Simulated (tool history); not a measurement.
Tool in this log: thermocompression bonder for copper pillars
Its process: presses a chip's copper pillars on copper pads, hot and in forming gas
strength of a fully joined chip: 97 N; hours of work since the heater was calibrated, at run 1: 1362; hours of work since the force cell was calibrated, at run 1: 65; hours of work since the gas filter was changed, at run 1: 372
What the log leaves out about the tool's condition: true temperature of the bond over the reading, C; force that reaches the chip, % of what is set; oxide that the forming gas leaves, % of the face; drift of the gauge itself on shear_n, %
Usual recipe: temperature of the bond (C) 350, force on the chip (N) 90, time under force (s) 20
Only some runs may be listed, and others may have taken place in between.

run    hour  temperature of the bond (C)  force on the chip (N)  time under force (s)  hours of work since the heater was calibrated  hours of work since the force cell was calibrated  hours of work since the gas filter was changed  force that shears a chip off (N)
  1       0                          350                     90                    20                                           1362                                                 65                                             372                                66
        6.5  -- forming gas filter changed
  2    57.7                          350                     90                    20                                           1405                                                109                                              39                              68.2
  3     145                          350                     90                    20                                           1471                                                175                                             105                              68.2
  4   187.3                          350                     90                    20                                           1503                                                207                                             137                              67.8
        220  -- heater calibrated with a thermocouple chip
  5   279.1                          360                     90                    20                                             45                                                275                                             205                              71.8
  6   331.5                          350                     90                    20                                             84                                                314                                             244                              67.4
  7   378.3                          350                     54                    20                                            120                                                350                                             280                              55.8
  8     424                          350                     54                    20                                            154                                                384                                             314                              55.2
  9   503.4                          350                    106                    20                                            214                                                444                                             375                              70.5
      512.4  -- forming gas filter changed
 10   542.1                          350                     90                    20                                            243                                                473                                              22                              69.5
      550.3  -- heater calibrated with a thermocouple chip, once more
 11   615.8                          350                     90                    20                                             50                                                527                                              77                              63.7
 12   700.7                          350                     90                    20                                            114                                                592                                             141                              62.9
 13   763.6                          350                     90                    20                                            161                                                639                                             189                              62.1
 14     828                          375                     90                    20                                            210                                                688                                             237                                72
 15   894.8                          379                     90                    20                                            261                                                739                                             288                              73.8
 16   942.1                          379                     90                    20                                            296                                                774                                             324                              73.3
     1014.5  -- forming gas filter changed
 17  1018.8                          350                     55                    20                                            354                                                832                                               3                              52.1
 18    1110                          371                     90                    20                                            423                                                901                                              72                              71.8
     1135.1  -- force cell calibrated
 19  1172.4                          328                     90                    20                                            469                                                 28                                             118                              54.5
 20  1246.2                          328                     90                    20                                            525                                                 84                                             174                              54.8
 21  1310.7                          328                     90                    20                                            574                                                133                                             223                              54.2
 22  1380.9                          376                    131                    21                                            627                                                186                                             276                              81.6
 23  1446.4                          345                     85                    17                                            677                                                236                                             326                              57.1
 24    1509                          345                     85                    17                                            724                                                283                                             373                              57.3
     1514.5  -- forming gas filter changed
 25  1558.6                          345                     98                    14                                            761                                                320                                              33                              59.3
 26  1622.9                          350                    130                    12                                            810                                                369                                              82                              65.1
 27  1682.6                          332                    105                    12                                            855                                                414                                             127                                52
 28  1730.2                          360                     61                    38                                            891                                                450                                             163                              71.7
 29  1785.3                          350                     56                    20                                            933                                                492                                             205                              53.6
 30  1876.1                          350                     71                    20                                           1002                                                560                                             274                              59.1
 31    1933                          327                     87                    12                                           1045                                                603                                             317                              44.8
 32  1976.7                          324                     89                    13                                           1078                                                637                                             350                              45.1

Run 33 has not been measured yet. What should we expect?
       2018  -- forming gas filter changed
 33  2044.9                          324                     89                    13                                           1129                                                688                                              20                                 ?

{"run 33": {"force that shears a chip off (N)": 47}}
Minus the tool's unlogged condition, the same run would have read force that shears a chip off (N) 44.9.
